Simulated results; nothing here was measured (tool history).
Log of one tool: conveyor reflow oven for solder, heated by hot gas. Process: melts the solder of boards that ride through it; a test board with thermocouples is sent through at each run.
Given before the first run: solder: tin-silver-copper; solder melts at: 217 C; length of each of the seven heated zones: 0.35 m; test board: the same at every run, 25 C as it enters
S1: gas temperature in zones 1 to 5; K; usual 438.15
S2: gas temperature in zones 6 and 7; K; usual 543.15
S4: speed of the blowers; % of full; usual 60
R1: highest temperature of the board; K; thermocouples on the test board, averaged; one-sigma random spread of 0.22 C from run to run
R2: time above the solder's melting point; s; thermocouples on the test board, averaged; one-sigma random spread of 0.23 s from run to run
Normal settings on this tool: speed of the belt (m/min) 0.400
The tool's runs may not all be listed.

{"run": 1, "hour": 0.0, "S1": 438.15, "S2": 543.15, "speed of the belt (m/min)": 0.4, "S4": 60, "R1": 531.75, "R2": 83.5}
{"run": 2, "hour": 15.1, "S1": 438.15, "S2": 543.15, "speed of the belt (m/min)": 0.4, "S4": 60, "R1": 531.65, "R2": 83.3}
{"run": 3, "hour": 25.5, "S1": 438.15, "S2": 543.15, "speed of the belt (m/min)": 0.4, "S4": 60, "R1": 531.25, "R2": 83.2}
{"run": 4, "hour": 39.1, "S1": 438.15, "S2": 543.15, "speed of the belt (m/min)": 0.4, "S4": 50, "R1": 528.95, "R2": 80.6}
{"run": 5, "hour": 50.4, "S1": 438.15, "S2": 543.15, "speed of the belt (m/min)": 0.4, "S4": 50, "R1": 529.05, "R2": 80.3}
{"run": 6, "hour": 69.2, "S1": 438.15, "S2": 543.15, "speed of the belt (m/min)": 0.4, "S4": 50, "R1": 528.85, "R2": 80.3}
{"run": 7, "hour": 80.4, "S1": 438.15, "S2": 543.15, "speed of the belt (m/min)": 0.4, "S4": 50, "R1": 528.65, "R2": 80.6}
{"run": 8, "hour": 93.8, "S1": 438.15, "S2": 532.15, "speed of the belt (m/min)": 0.4, "S4": 50, "R1": 518.65, "R2": 69.7}
{"run": 9, "hour": 102.6, "S1": 438.15, "S2": 543.15, "speed of the belt (m/min)": 0.4, "S4": 60, "R1": 531.25, "R2": 82.9}
{"run": 10, "hour": 115.5, "S1": 438.15, "S2": 543.15, "speed of the belt (m/min)": 0.4, "S4": 67, "R1": 532.15, "R2": 83.8}
{"run": 11, "hour": 134.5, "S1": 438.15, "S2": 543.15, "speed of the belt (m/min)": 0.4, "S4": 63, "R1": 531.75, "R2": 83.3}
{"run": 12, "hour": 149.6, "S1": 438.15, "S2": 543.15, "speed of the belt (m/min)": 0.4, "S4": 63, "R1": 531.15, "R2": 83.0}
{"run": 13, "hour": 158.7, "S1": 438.15, "S2": 543.15, "speed of the belt (m/min)": 0.4, "S4": 63, "R1": 531.05, "R2": 83.3}
{"run": 14, "hour": 170.6, "S1": 438.15, "S2": 543.15, "speed of the belt (m/min)": 0.4, "S4": 63, "R1": 531.25, "R2": 83.1}
{"run": 15, "hour": 183.5, "S1": 442.15, "S2": 543.15, "speed of the belt (m/min)": 0.4, "S4": 56, "R1": 530.45, "R2": 83.7}
{"run": 16, "hour": 199.7, "S1": 451.15, "S2": 551.15, "speed of the belt (m/min)": 0.331, "S4": 65, "R1": 544.65, "R2": 118.8}
{"run": 17, "hour": 216.8, "S1": 451.15, "S2": 551.15, "speed of the belt (m/min)": 0.331, "S4": 65, "R1": 544.25, "R2": 119.0}
{"run": 18, "hour": 230.7, "S1": 429.15, "S2": 558.15, "speed of the belt (m/min)": 0.355, "S4": 79, "R1": 548.95, "R2": 104.5}
{"run": 19, "hour": 240.8, "S1": 444.15, "S2": 558.15, "speed of the belt (m/min)": 0.395, "S4": 79, "R1": 547.55, "R2": 97.9}
{"run": 20, "hour": 249.5, "S1": 443.15, "S2": 558.15, "speed of the belt (m/min)": 0.35, "S4": 79, "R1": 550.15, "R2": 112.2}
{"run": 21, "hour": 258.9, "S1": 438.15, "S2": 540.15, "speed of the belt (m/min)": 0.4, "S4": 74, "R1": 528.75, "R2": 81.4}
{"run": 22, "hour": 275.5, "S1": 438.15, "S2": 543.15, "speed of the belt (m/min)": 0.4, "S4": 51, "R1": 527.35, "R2": 78.9}
{"run": 23, "hour": 289.6, "S1": 438.15, "S2": 543.15, "speed of the belt (m/min)": 0.4, "S4": 51, "R1": 527.45, "R2": 78.3}
{"run": 24, "hour": 303.4, "S1": 449.15, "S2": 543.15, "speed of the belt (m/min)": 0.4, "S4": 51, "R1": 529.25, "R2": 85.7}
{"run": 25, "hour": 323.8, "S1": 438.15, "S2": 532.15, "speed of the belt (m/min)": 0.4, "S4": 60, "R1": 519.05, "R2": 70.7}
{"run": 26, "hour": 343.1, "S1": 438.15, "S2": 532.15, "speed of the belt (m/min)": 0.4, "S4": 60, "R1": 518.75, "R2": 70.2}
{"run": 27, "hour": 372.5, "S1": 438.15, "S2": 532.15, "speed of the belt (m/min)": 0.331, "S4": 81, "R1": 526.65, "R2": 99.7}

Between the runs listed above, the log contained 3 entries, not reproduced here. Where in the sequence does each belong, and how does what the log doesn't record of the tool's condition differ from the listed run before to the listed run after?
Run 17 -> run 18: flux residue cleaned out of gas plates and filters (hour 223.2)
  heat that the gas passes to the board, % of a clean oven's: 92.9 -> 88.3; belt's true speed, % of the reading: 98.72 -> 98.71; true gas temperature in zones 6 and 7 over the reading, C: -0.89 -> -0.9
  difference, measured minus the result without the unlogged condition, R1: -1.30 -> -2.40 K; R2: +0.7 -> -0.4 s
Run 26 -> run 27: belt drive overhauled, speed set with a stopwatch (hour 352.5); flux residue cleaned out of gas plates and filters, once more (hour 359.0)
  heat that the gas passes to the board, % of a clean oven's: 85.4 -> 98.9; belt's true speed, % of the reading: 98.6 -> 100.04; true gas temperature in zones 6 and 7 over the reading, C: -1.05 -> -1.08
  difference, measured minus the result without the unlogged condition, R1: -2.90 -> -1.20 K; R2: -3.3 -> -1.2 s
